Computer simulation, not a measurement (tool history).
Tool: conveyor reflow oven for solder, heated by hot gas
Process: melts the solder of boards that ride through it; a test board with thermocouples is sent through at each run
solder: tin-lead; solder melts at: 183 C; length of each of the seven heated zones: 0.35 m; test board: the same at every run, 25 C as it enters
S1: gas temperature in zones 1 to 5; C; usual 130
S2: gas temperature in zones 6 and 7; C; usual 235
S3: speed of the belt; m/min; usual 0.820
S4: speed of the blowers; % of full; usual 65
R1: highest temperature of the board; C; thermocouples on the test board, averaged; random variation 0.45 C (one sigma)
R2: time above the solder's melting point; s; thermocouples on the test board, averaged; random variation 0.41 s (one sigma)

run   hour   S1   S2     S3  S4     R1    R2
  1    0.0  130  235  0.820  65  209.1  31.7
  2   71.1  130  235  0.820  65  209.5  31.7
  3  145.6  130  235  0.672  65  217.4  44.4
  4  186.4  130  235  0.672  65  216.4  43.8
  5  245.7  130  235  0.672  65  216.1  43.7
  6  314.6  130  246  0.820  65  217.4  36.6
  7  357.8  130  246  0.820  88  224.4  40.1
     415.5  -- thermocouples of zones 6 and 7 changed
  8  436.3  138  235  0.820  64  210.8  33.2
     472.7  -- flux residue cleaned out of gas plates and filters
  9  496.9  138  235  0.820  64  213.5  35.8
 10  555.0  138  240  0.820  64  216.8  37.6
 11  591.1  125  236  0.881  52  201.2  21.3
 12  634.3  132  235  0.818  65  212.5  32.9
 13  704.9  132  235  0.777  55  209.3  32.1
 14  751.7  144  226  0.717  65  211.4  41.8

Forecast each of these 5 alternatives for the next run:
  A  820.3  144  226  0.717  79   ?   ?
  B  820.3  122  247  0.937  65   ?   ?
  C  820.3  130  225  0.806  80   ?   ?
  D  820.3  126  235  0.717  83   ?   ?
  E  820.3  125  230  0.717  65   ?   ?

run     R1    R2
  A  214.0  44.5
  B  211.9  26.3
  C  207.3  31.2
  D  219.6  44.0
  E  209.5  35.7
Without the tool's hidden state the same runs would have given:
run     R1    R2
  A  215.8  45.4
  B  214.5  27.6
  C  209.5  32.7
  D  221.8  44.9
  E  211.5  37.0

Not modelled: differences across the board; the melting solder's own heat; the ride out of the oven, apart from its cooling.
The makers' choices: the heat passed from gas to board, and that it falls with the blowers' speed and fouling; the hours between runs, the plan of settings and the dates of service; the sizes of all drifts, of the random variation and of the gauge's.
